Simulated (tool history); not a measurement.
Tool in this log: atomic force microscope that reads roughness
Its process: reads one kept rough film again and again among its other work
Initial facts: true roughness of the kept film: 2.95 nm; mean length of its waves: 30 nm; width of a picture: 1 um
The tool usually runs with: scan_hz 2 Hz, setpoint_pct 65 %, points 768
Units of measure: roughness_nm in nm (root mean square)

run,hour,scan_hz,setpoint_pct,points,roughness_nm
1,0,2,65,768,2.475
2,12.2,2,65,768,2.449
3,34.9,2.24,65,768,2.387
4,50.5,2,82,768,2.107
5,67.6,2,82,768,2.085
6,86.8,2,82,768,2.068
7,101.7,2,82,768,2.036
8,116.4,2.29,57,498,2.355
9,141.6,2.29,57,498,2.314
10,162,1.13,82,280,2.125
11,179.2,1.13,82,280,2.105

For some of the steps in roughness_nm from one run to the next: how much would appear even if the tool had no hidden state, given the settings, what came in and random variation, and how much remains for the hidden state plus any gauge scatter that the measured result and the result without hidden state don't share?
The hidden state here: radius of the tip, nm; height scale over the true one, %; drift of the gauge itself on roughness_nm, %.
Run 7 -> 8: scan_hz 2 -> 2.29, setpoint_pct 82 -> 57, points 768 -> 498. roughness_nm +0.319 nm (root mean square): hidden state -0.042, all else +0.361.

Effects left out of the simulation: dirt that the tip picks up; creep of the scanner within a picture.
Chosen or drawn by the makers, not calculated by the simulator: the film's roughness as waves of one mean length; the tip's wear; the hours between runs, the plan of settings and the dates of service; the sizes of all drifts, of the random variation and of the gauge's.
